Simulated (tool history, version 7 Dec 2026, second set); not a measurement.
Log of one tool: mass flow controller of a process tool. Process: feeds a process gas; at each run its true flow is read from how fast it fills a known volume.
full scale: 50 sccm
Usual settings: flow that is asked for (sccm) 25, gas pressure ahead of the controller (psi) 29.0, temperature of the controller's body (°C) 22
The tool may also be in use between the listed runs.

run    hour  flow that is asked for (sccm)  gas pressure ahead of the controller (psi)  temperature of the controller's body (°C)  true flow (%)
  1     0.0                             25                                        29.0                                         22         100.21
  2   194.0                             25                                        29.0                                         22         100.33
  3   361.8                             25                                        29.0                                         22         100.14
  4   557.4                             25                                        29.0                                         22         100.38
  5   715.4                             25                                        29.0                                         22         100.51
  6   940.8                             25                                        29.0                                         22         100.42
  7  1138.7                             25                                        29.0                                         22         100.66
  8  1464.8                             13                                        32.9                                         37         100.43
  9  1763.6                             49                                        37.7                                         35         100.92
     1788.9  -- controller's zero set anew
 10  2047.3                             38                                        36.8                                         22         101.79
 11  2262.1                             38                                        36.8                                         22         101.72
 12  2534.5                             38                                        36.8                                         22         101.83
 13  2808.7                             35                                        34.7                                         21         101.87
 14  3003.2                             30                                        21.0                                         21         101.19

The same runs without the tool's hidden state, with the same run-to-run variation:
The hidden state here: flow at rest that the sensor doesn't see, % of full scale; true flow over the shown one, %; drift of the gauge itself on true_pct, %.
run  true flow (%)
  1          98.74
  2          98.81
  3          98.58
  4          98.77
  5          98.87
  6          98.73
  7          98.91
  8          97.39
  9          99.70
 10          99.88
 11          99.78
 12          99.84
 13          99.71
 14          98.72

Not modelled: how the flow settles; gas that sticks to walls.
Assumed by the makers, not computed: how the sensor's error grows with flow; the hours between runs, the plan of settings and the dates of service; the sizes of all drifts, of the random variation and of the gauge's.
